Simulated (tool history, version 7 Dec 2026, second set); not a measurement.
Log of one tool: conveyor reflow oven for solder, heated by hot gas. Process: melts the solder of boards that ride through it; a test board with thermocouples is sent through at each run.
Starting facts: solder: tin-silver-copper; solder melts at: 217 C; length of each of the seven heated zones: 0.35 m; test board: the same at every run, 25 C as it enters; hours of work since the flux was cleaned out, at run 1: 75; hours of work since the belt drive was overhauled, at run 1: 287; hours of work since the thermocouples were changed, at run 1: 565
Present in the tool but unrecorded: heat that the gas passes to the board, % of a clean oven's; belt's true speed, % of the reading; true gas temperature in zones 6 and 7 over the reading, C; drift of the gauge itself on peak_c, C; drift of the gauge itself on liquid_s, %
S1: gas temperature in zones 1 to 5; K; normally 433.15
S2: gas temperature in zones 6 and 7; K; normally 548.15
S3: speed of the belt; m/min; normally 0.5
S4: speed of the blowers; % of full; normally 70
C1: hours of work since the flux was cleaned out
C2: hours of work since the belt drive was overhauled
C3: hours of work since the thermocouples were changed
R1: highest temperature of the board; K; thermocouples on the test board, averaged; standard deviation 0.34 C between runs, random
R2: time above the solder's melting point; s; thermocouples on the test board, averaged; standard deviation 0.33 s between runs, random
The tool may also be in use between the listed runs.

| run | day | S1 | S2 | S3 | S4 | C1 | C2 | C3 | R1 | R2 |
|---|---|---|---|---|---|---|---|---|---|---|
| 1 | 0 | 433.15 | 548.15 | 0.5 | 70 | 75 | 287 | 565 | 527.85 | 58.9 |
| 2 | 0.288 | 433.15 | 548.15 | 0.5 | 63 | 80 | 292 | 570 | 525.95 | 57.3 |
| 3 | 0.529 | 433.15 | 548.15 | 0.5 | 63 | 84 | 296 | 573 | 526.15 | 57.2 |
| 4 | 0.804 | 433.15 | 548.15 | 0.438 | 63 | 88 | 300 | 578 | 531.35 | 71.3 |
| 5 | 1.096 | 433.15 | 548.15 | 0.438 | 77 | 93 | 305 | 583 | 534.75 | 75.1 |
| 6 | 1.354 | 433.15 | 548.15 | 0.438 | 77 | 97 | 309 | 587 | 535.35 | 74.8 |
| 7 | 1.808 | 433.15 | 548.15 | 0.438 | 77 | 105 | 317 | 594 | 535.55 | 75 |
| 8 | 2.258 | 422.15 | 548.15 | 0.438 | 77 | 112 | 324 | 602 | 533.35 | 70 |
| 9 | 2.629 | 422.15 | 548.15 | 0.438 | 77 | 118 | 330 | 608 | 532.85 | 70.3 |
|  | 2.862 | flux residue cleaned out of gas plates and filters |
| 10 | 3.133 | 421.15 | 558.15 | 0.5 | 70 | 4 | 335 | 612 | 534.75 | 60.2 |
| 11 | 3.462 | 421.15 | 558.15 | 0.5 | 70 | 10 | 340 | 618 | 533.75 | 60.1 |
| 12 | 3.704 | 421.15 | 548.15 | 0.505 | 70 | 14 | 344 | 622 | 524.85 | 52.3 |
| 13 | 4.042 | 429.15 | 554.15 | 0.441 | 62 | 19 | 349 | 627 | 534.75 | 71.8 |
| 14 | 4.421 | 428.15 | 548.15 | 0.568 | 61 | 25 | 356 | 633 | 517.35 | 39.9 |
| 15 | 4.696 | 433.15 | 554.15 | 0.531 | 55 | 30 | 360 | 638 | 523.45 | 50.7 |
| 16 | 4.9 | 433.15 | 554.15 | 0.531 | 55 | 33 | 363 | 641 | 523.65 | 51.1 |
|  | 5.238 | flux residue cleaned out of gas plates and filters, once more |
| 17 | 5.325 | 433.15 | 554.15 | 0.531 | 55 | 1 | 367 | 645 | 525.75 | 52.4 |
| 18 | 5.75 | 433.15 | 554.15 | 0.531 | 55 | 8 | 374 | 651 | 525.55 | 52.8 |

Forecast each of these 3 alternatives for the next run:
| A | 6.046 | 433.15 | 544.15 | 0.5 | 54 | 13 | 379 | 656 | ? | ? |
| B | 6.046 | 432.15 | 554.15 | 0.416 | 55 | 13 | 379 | 656 | ? | ? |
| C | 6.046 | 433.15 | 561.15 | 0.5 | 70 | 13 | 379 | 656 | ? | ? |

| run | R1 | R2 |
|---|---|---|
| A | 519.75 | 50.7 |
| B | 536.35 | 77.7 |
| C | 540.05 | 67.1 |
Had the tool no hidden state, the same runs would have come out as:
| run | R1 | R2 |
|---|---|---|
| A | 518.05 | 48.9 |
| B | 534.45 | 76 |
| C | 538.35 | 65.8 |
